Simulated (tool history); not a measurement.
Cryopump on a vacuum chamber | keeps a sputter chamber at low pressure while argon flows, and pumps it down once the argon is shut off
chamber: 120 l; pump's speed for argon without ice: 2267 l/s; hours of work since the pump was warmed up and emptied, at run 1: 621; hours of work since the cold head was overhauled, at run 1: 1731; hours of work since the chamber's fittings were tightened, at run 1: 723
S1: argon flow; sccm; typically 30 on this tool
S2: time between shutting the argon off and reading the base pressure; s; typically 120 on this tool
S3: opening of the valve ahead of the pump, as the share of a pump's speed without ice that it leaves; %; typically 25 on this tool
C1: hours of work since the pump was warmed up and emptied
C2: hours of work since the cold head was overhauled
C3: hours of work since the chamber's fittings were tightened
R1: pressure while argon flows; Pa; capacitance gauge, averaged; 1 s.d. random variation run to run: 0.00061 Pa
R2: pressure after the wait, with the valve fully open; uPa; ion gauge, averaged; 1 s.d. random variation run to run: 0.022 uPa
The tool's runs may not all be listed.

run    hour  S1   S2  S3    C1    C2    C3      R1    R2
  1       0  30  120  25   621  1731   723  0.0954  0.98
  2    78.9  30  240  25   661  1771   763  0.0962  0.81
  3   152.7  30  240  25   699  1809   801  0.0961   0.8
  4   224.3  30  120  20   735  1845   837  0.1183  1.09
  5   294.8  30  120  20   771  1881   873  0.1197   1.1
  6   356.4  30  120  20   802  1912   904  0.1205  1.07
  7   447.8  30  120  25   848  1958   950  0.0979  1.14
  8   547.3  30  120  25   899  2009  1001  0.0994  1.26
  9   642.3  30  185  41   947  2057  1049  0.0651  1.06
 10   720.1  54  152  37   986  2096  1088  0.1285  1.15
 11   822.1  21   79  32  1038  2148  1140  0.0574  1.62
      887.7  -- pump warmed up, emptied and cooled again
 12   894.6  21  108  36     4  2182  1174  0.0439  1.14
 13  1000.7  47  120  25    57  2236  1228  0.1433  1.15

Each row is a separate what-if for the run after 13, all from the same tool condition, not one after another. Results?
  A  1086.1  16  158  25  101  2279  1271   ?   ?
  B  1086.1  30   32  25  101  2279  1271   ?   ?
  C  1086.1  47   76  43  101  2279  1271   ?   ?
  D  1086.1  30   65  30  101  2279  1271   ?   ?

run      R1    R2
  A  0.0489  0.99
  B  0.0902  2.52
  C  0.0835  1.44
  D  0.0763  1.52
Without the tool's hidden state the same runs would have given:
run      R1    R2
  A  0.0481  0.49
  B  0.0887  2.01
  C  0.0811  0.94
  D  0.0748  1.01
